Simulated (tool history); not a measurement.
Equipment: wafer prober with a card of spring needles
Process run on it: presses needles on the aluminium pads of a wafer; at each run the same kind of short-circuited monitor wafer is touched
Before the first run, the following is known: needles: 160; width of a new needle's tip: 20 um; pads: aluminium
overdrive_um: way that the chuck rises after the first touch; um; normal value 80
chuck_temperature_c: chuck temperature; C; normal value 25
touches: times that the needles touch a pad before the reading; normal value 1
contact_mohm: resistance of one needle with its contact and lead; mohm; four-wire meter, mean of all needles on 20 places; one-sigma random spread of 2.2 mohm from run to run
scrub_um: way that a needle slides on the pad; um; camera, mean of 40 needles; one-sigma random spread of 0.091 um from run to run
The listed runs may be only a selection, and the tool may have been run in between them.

run	hour	overdrive_um	chuck_temperature_c	touches	contact_mohm	scrub_um
1	0	80	25	1	270	12.88
# hour 4.9: tips cleaned on abrasive film
# hour 10: tips cleaned on abrasive film
# hour 15.5: tips cleaned on abrasive film
2	15.5	80	25	1	250	12.91
# hour 20.5: tips cleaned on abrasive film
# hour 26: tips cleaned on abrasive film
# hour 31: tips cleaned on abrasive film
3	31.7	80	25	1	265	12.79
# hour 36.7: tips cleaned on abrasive film
# hour 42.2: tips cleaned on abrasive film
4	45.7	80	25	1	305	12.68
# hour 47.7: tips cleaned on abrasive film
# hour 53.2: tips cleaned on abrasive film
5	55.4	80	25	1	284	12.64
# hour 58.2: tips cleaned on abrasive film
# hour 63.3: tips cleaned on abrasive film
# hour 68.8: tips cleaned on abrasive film
6	71.7	80	25	1	300	12.55
# hour 74.2: tips cleaned on abrasive film
7	78.7	80	25	1	323	12.58
# hour 79.9: tips cleaned on abrasive film
# hour 85.3: tips cleaned on abrasive film
# hour 90.6: tips cleaned on abrasive film
8	95	74	25	3	282	11.63
# hour 96.3: tips cleaned on abrasive film
# hour 96.6: height of the first contact set anew
# hour 101.6: tips cleaned on abrasive film
9	105.6	75	114	1	347	11.71
# hour 106.9: tips cleaned on abrasive film
# hour 112.4: tips cleaned on abrasive film
10	116	90	59	1	303	14.34
# hour 117.6: tips cleaned on abrasive film
# hour 122.8: tips cleaned on abrasive film
11	125.7	90	59	1	299	14.1
# hour 128: tips cleaned on abrasive film
# hour 133.2: tips cleaned on abrasive film
12	134.7	80	25	2	266	12.39
# hour 138.9: tips cleaned on abrasive film
13	143.6	73	82	2	325	11.28

Same runs, no hidden state in the tool, same run-to-run variation:
Hidden conditions of the tool in this case: debris on the tips, nm; way that the needles fall short of the set height, um; tips' diameter, um; drift of the gauge itself on contact_mohm, %; drift of the gauge itself on scrub_um, %.
run	contact_mohm	scrub_um
1	244	13
2	245	13.07
3	245	12.97
4	246	12.89
5	244	12.88
6	242	12.83
7	244	12.86
8	248	11.95
9	268	12.21
10	252	14.87
11	252	14.64
12	242	12.95
13	265	11.86

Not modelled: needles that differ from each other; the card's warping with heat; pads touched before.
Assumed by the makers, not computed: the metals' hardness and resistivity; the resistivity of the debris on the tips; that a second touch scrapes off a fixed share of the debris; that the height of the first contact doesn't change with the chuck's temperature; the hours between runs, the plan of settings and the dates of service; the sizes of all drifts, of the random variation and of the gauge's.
